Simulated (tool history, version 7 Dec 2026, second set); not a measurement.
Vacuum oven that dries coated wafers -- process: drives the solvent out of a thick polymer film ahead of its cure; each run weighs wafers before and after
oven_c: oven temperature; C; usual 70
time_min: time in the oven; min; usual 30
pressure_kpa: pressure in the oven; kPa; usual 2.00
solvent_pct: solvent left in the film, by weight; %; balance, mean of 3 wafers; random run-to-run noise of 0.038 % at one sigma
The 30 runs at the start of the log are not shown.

{"run": 31, "hour": 1675.0, "oven_c": 58, "time_min": 30, "pressure_kpa": 7.91, "solvent_pct": 8.1}
{"run": 32, "hour": 1713.3, "oven_c": 79, "time_min": 31, "pressure_kpa": 3.51, "solvent_pct": 1.16}
{"run": 33, "hour": 1788.3, "oven_c": 78, "time_min": 16, "pressure_kpa": 7.68, "solvent_pct": 3.42}
{"hour": 1861.3, "done": "vacuum gauge cleaned of residue and calibrated"}
{"run": 34, "hour": 1866.0, "oven_c": 78, "time_min": 30, "pressure_kpa": 1.3, "solvent_pct": 0.56}
{"run": 35, "hour": 1926.1, "oven_c": 71, "time_min": 51, "pressure_kpa": 4.62, "solvent_pct": 2.02}
{"run": 36, "hour": 1964.2, "oven_c": 56, "time_min": 51, "pressure_kpa": 4.62, "solvent_pct": 5.38}
{"run": 37, "hour": 2002.9, "oven_c": 77, "time_min": 32, "pressure_kpa": 4.62, "solvent_pct": 1.67}
{"run": 38, "hour": 2053.8, "oven_c": 70, "time_min": 30, "pressure_kpa": 1.95, "solvent_pct": 1.69}
{"run": 39, "hour": 2123.7, "oven_c": 80, "time_min": 30, "pressure_kpa": 2.0, "solvent_pct": 0.68}
{"run": 40, "hour": 2174.7, "oven_c": 68, "time_min": 37, "pressure_kpa": 1.07, "solvent_pct": 1.18}
{"run": 41, "hour": 2220.4, "oven_c": 77, "time_min": 35, "pressure_kpa": 2.0, "solvent_pct": 0.76}
{"run": 42, "hour": 2262.5, "oven_c": 70, "time_min": 30, "pressure_kpa": 3.91, "solvent_pct": 2.56}
{"run": 43, "hour": 2294.8, "oven_c": 61, "time_min": 20, "pressure_kpa": 7.26, "solvent_pct": 8.06}
{"run": 44, "hour": 2353.0, "oven_c": 70, "time_min": 41, "pressure_kpa": 2.0, "solvent_pct": 1.17}

Here are 3 independent what-if runs from the current tool condition. What would each one return?
{"run": "A", "hour": 2426.1, "oven_c": 70, "time_min": 41, "pressure_kpa": 3.31, "solvent_pct": "?"}
{"run": "B", "hour": 2426.1, "oven_c": 70, "time_min": 41, "pressure_kpa": 1.87, "solvent_pct": "?"}
{"run": "C", "hour": 2426.1, "oven_c": 70, "time_min": 54, "pressure_kpa": 2.17, "solvent_pct": "?"}

run=A solvent_pct=1.81
run=B solvent_pct=1.22
run=C solvent_pct=1.22
With the hidden condition removed and each run's random variation left untouched, the same runs would have given:
run=A solvent_pct=1.46
run=B solvent_pct=0.92
run=C solvent_pct=1.01

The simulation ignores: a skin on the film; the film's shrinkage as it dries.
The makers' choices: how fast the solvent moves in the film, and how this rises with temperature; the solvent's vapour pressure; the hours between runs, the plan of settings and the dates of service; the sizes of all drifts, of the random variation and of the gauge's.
